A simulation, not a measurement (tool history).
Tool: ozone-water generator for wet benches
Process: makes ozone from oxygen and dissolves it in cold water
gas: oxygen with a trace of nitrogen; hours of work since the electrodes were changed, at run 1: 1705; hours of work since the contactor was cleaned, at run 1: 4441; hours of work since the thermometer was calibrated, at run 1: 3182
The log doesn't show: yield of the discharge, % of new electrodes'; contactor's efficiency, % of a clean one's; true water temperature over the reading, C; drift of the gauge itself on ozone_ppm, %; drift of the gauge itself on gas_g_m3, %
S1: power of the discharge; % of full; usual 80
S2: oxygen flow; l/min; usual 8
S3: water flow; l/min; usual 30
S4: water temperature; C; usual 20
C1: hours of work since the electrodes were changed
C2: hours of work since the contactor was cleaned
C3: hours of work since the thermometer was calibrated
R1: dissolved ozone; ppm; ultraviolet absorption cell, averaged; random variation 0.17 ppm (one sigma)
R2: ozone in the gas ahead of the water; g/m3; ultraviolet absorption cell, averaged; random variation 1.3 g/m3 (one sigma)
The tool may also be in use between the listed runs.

{"run": 1, "hour": 0.0, "S1": 80, "S2": 8, "S3": 30, "S4": 20, "C1": 1705, "C2": 4441, "C3": 3182, "R1": 22.5, "R2": 242}
{"run": 2, "hour": 29.4, "S1": 80, "S2": 8, "S3": 30, "S4": 20, "C1": 1728, "C2": 4464, "C3": 3205, "R1": 23.3, "R2": 241.6}
{"run": 3, "hour": 76.7, "S1": 80, "S2": 8, "S3": 30, "S4": 20, "C1": 1765, "C2": 4501, "C3": 3242, "R1": 22.7, "R2": 241.7}
{"run": 4, "hour": 121.3, "S1": 80, "S2": 8, "S3": 40, "S4": 20, "C1": 1800, "C2": 4536, "C3": 3277, "R1": 17, "R2": 241.7}
{"run": 5, "hour": 187.1, "S1": 80, "S2": 8, "S3": 30, "S4": 20, "C1": 1852, "C2": 4588, "C3": 3329, "R1": 22.6, "R2": 247.3}
{"run": 6, "hour": 227.6, "S1": 80, "S2": 8, "S3": 30, "S4": 20, "C1": 1884, "C2": 4620, "C3": 3361, "R1": 22.9, "R2": 245.6}
{"run": 7, "hour": 267.1, "S1": 80, "S2": 8, "S3": 30, "S4": 20, "C1": 1915, "C2": 4651, "C3": 3392, "R1": 22.5, "R2": 242.6}
{"run": 8, "hour": 302.8, "S1": 80, "S2": 8, "S3": 30, "S4": 20, "C1": 1943, "C2": 4679, "C3": 3420, "R1": 22.6, "R2": 242.8}
{"run": 9, "hour": 355.7, "S1": 80, "S2": 6.52, "S3": 30, "S4": 20, "C1": 1985, "C2": 4721, "C3": 3462, "R1": 21.8, "R2": 260.8}
{"run": 10, "hour": 394.4, "S1": 80, "S2": 6.52, "S3": 30, "S4": 20, "C1": 2015, "C2": 4751, "C3": 3492, "R1": 22.1, "R2": 261.4}
{"run": 11, "hour": 432.5, "S1": 80, "S2": 6.52, "S3": 30, "S4": 20, "C1": 2045, "C2": 4781, "C3": 3522, "R1": 21.8, "R2": 262.9}
{"run": 12, "hour": 488.9, "S1": 80, "S2": 6.52, "S3": 30, "S4": 20, "C1": 2090, "C2": 4826, "C3": 3567, "R1": 22.1, "R2": 265.3}
{"run": 13, "hour": 538.3, "S1": 80, "S2": 8, "S3": 30, "S4": 24, "C1": 2128, "C2": 4865, "C3": 3605, "R1": 21.2, "R2": 247.4}
{"run": 14, "hour": 571.4, "S1": 80, "S2": 8, "S3": 30, "S4": 20, "C1": 2154, "C2": 4891, "C3": 3632, "R1": 23, "R2": 245.9}
{"run": 15, "hour": 624.5, "S1": 48, "S2": 8, "S3": 30, "S4": 20, "C1": 2196, "C2": 4933, "C3": 3673, "R1": 16.9, "R2": 183.5}
{"run": 16, "hour": 680.0, "S1": 80, "S2": 8, "S3": 24, "S4": 20, "C1": 2240, "C2": 4976, "C3": 3717, "R1": 27.4, "R2": 246.9}
{"run": 17, "hour": 717.8, "S1": 48, "S2": 8, "S3": 42, "S4": 20, "C1": 2270, "C2": 5006, "C3": 3747, "R1": 12, "R2": 184.7}
{"run": 18, "hour": 785.3, "S1": 69, "S2": 5.79, "S3": 47, "S4": 25, "C1": 2323, "C2": 5059, "C3": 3800, "R1": 11.1, "R2": 253}
{"run": 19, "hour": 839.3, "S1": 69, "S2": 5.79, "S3": 47, "S4": 25, "C1": 2365, "C2": 5102, "C3": 3842, "R1": 11.5, "R2": 256.5}
{"run": 20, "hour": 877.1, "S1": 69, "S2": 5.79, "S3": 47, "S4": 25, "C1": 2395, "C2": 5132, "C3": 3872, "R1": 11.1, "R2": 254.2}
{"hour": 898.0, "done": "water thermometer calibrated"}
{"run": 21, "hour": 930.1, "S1": 69, "S2": 5.79, "S3": 47, "S4": 25, "C1": 2437, "C2": 5173, "C3": 25, "R1": 11.3, "R2": 255.2}
{"run": 22, "hour": 965.3, "S1": 44, "S2": 4.18, "S3": 21, "S4": 20, "C1": 2464, "C2": 5201, "C3": 53, "R1": 19.6, "R2": 219.4}
{"run": 23, "hour": 1007.3, "S1": 44, "S2": 4.18, "S3": 21, "S4": 20, "C1": 2497, "C2": 5234, "C3": 86, "R1": 20, "R2": 218.2}

Forecast run 24:
{"run": 24, "hour": 1043.7, "S1": 44, "S2": 4.18, "S3": 21, "S4": 20, "C1": 2526, "C2": 5262, "C3": 115, "R1": "?", "R2": "?"}

Run 24 gave R1 19.8 ppm, R2 222 g/m3.
Without the tool's hidden state the same run would have given R1 19.9 ppm, R2 217.3 g/m3.
